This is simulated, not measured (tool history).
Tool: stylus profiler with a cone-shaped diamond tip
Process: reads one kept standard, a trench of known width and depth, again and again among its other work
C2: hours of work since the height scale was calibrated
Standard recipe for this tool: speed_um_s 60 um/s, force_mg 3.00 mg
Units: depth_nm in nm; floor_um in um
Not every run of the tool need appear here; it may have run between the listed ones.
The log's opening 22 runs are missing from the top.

Run 23, day 42.804: usual settings but speed_um_s 237 um/s, force_mg 4.00 mg; scans with this tip 4569; C2 433. Result: depth_nm 1015.32 nm, floor_um 26.07 um.
Run 24, day 44.454: usual settings but speed_um_s 100 um/s, force_mg 1.20 mg; scans with this tip 4793; C2 454. Result: depth_nm 1006.42 nm, floor_um 26.13 um.
Run 25, day 46.092: usual settings but speed_um_s 29 um/s, force_mg 1.03 mg; scans with this tip 5016; C2 476. Result: depth_nm 1006.11 nm, floor_um 26.39 um.
Run 26, day 47.283: usual settings but speed_um_s 29 um/s, force_mg 1.03 mg; scans with this tip 5177; C2 491. Result: depth_nm 1005.79 nm, floor_um 26.44 um.
Run 27, day 48.712: usual settings but speed_um_s 173 um/s, force_mg 5.74 mg; scans with this tip 5372; C2 509. Result: depth_nm 1019.15 nm, floor_um 26.20 um.
Run 28, day 49.933: usual settings but speed_um_s 54 um/s, force_mg 1.74 mg; scans with this tip 5537; C2 525. Result: depth_nm 1008.50 nm, floor_um 26.33 um.
Run 29, day 51.408: usual settings but speed_um_s 16 um/s, force_mg 1.35 mg; scans with this tip 5738; C2 544. Result: depth_nm 1007.22 nm, floor_um 26.41 um.
Run 30, day 53.675: usual settings but speed_um_s 24 um/s, force_mg 4.50 mg; scans with this tip 6046; C2 573. Result: depth_nm 1016.58 nm, floor_um 26.50 um.

Alternative continuations, all from the tool just after run 30; predict every row:
Run A, day 56.004: usual settings but force_mg 4.11 mg; scans with this tip 6361; C2 603. Result: depth_nm ?, floor_um ?.
Run B, day 56.004: usual settings but speed_um_s 24 um/s, force_mg 2.49 mg; scans with this tip 6361; C2 603. Result: depth_nm ?, floor_um ?.
Run C, day 56.004: usual settings but speed_um_s 29 um/s, force_mg 4.50 mg; scans with this tip 6361; C2 603. Result: depth_nm ?, floor_um ?.
Run D, day 56.004: usual settings but speed_um_s 130 um/s, force_mg 4.50 mg; scans with this tip 6361; C2 603. Result: depth_nm ?, floor_um ?.
Run E, day 56.004: usual settings but speed_um_s 127 um/s, force_mg 3.41 mg; scans with this tip 6361; C2 603. Result: depth_nm ?, floor_um ?.

run  depth_nm  floor_um
  A   1015.50     26.39
  B   1011.20     26.52
  C   1016.46     26.45
  D   1016.72     26.25
  E   1013.52     26.23
Without the tool's unlogged condition, the same runs would have read:
run  depth_nm  floor_um
  A   1015.51     26.41
  B   1011.21     26.54
  C   1016.47     26.47
  D   1016.73     26.27
  E   1013.53     26.25

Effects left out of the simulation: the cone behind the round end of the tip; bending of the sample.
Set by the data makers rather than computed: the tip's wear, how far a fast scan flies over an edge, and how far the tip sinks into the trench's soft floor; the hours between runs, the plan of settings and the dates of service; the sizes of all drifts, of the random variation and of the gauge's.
